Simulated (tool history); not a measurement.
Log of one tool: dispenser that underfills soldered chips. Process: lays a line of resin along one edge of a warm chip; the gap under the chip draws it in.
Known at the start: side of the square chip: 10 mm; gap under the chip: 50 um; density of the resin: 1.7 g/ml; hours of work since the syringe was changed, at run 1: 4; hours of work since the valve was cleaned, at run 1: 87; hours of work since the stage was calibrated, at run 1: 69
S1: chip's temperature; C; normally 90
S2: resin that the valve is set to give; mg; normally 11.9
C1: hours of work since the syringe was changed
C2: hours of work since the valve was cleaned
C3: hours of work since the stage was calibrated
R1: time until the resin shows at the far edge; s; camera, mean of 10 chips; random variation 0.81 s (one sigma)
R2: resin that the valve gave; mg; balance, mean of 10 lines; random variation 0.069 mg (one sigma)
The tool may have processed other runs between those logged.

run,hour,S1,S2,C1,C2,C3,R1,R2
1,0,90,11.9,4,87,69,93.5,11.39
# hour 7: new syringe of resin
2,10.4,90,11.9,2,93,75,82.8,11.34
# hour 20.2: new syringe of resin
3,20.9,90,11.9,0,99,82,76.2,11.32
4,25.7,90,15,3,102,85,84.7,14.15
5,31.9,81,15,7,106,89,145.6,14.12
# hour 34: new syringe of resin
6,39.3,90,11.9,3,111,93,88.8,11.32
# hour 47.8: new syringe of resin
7,50,90,11.9,1,117,100,78.1,11.24
8,57.1,94,11.9,6,122,104,82.8,11.12
# hour 61: new syringe of resin
9,68.5,94,11.9,5,129,111,77.2,11.06
10,73.4,86,14.3,8,132,114,120.5,13.38
# hour 74.4: new syringe of resin
11,81.2,75,10.4,4,136,119,177.7,9.56
# hour 87.8: new syringe of resin
12,88.1,84,10.6,0,140,123,96.8,9.78
# hour 96.5: dispensing valve cleaned and set on the balance
13,97.9,84,10.6,6,1,128,122.5,10.6
# hour 101.9: new syringe of resin
14,108.1,102,11.1,4,7,135,56.3,11.11
15,113.2,102,11.1,7,10,138,65.3,11.02
# hour 114.9: new syringe of resin
16,119.8,92,12.7,3,14,142,77.2,12.62
# hour 127.9: new syringe of resin
17,129.5,102,14.4,1,20,148,47.3,14.36
18,136.5,96,13,5,24,152,74,12.94

Table of differences, measured result less the result of that run with no hidden state. Run-to-run variation is the same in both. Gauge scatter possibly is not:
What the log doesn't record here: resin's viscosity, % of fresh resin's; dose that the valve gives, % of what is set; true chip temperature over the reading, C; drift of the gauge itself on fill_s, %; drift of the gauge itself on given_mg, %.
run,R1,R2
1,+17,-0.57
2,+7.4,-0.6
3,+1.5,-0.65
4,+11.7,-0.83
5,+40.6,-0.86
6,+13,-0.71
7,+3.4,-0.76
8,+18.3,-0.78
9,+14,-0.82
10,+33.8,-1.01
11,+30.2,-0.75
12,+0.6,-0.79
13,+25.1,+0.03
14,+8,+0
15,+17,-0.02
16,+7.8,-0.05
17,+1.8,-0.1
18,+15.8,-0.12
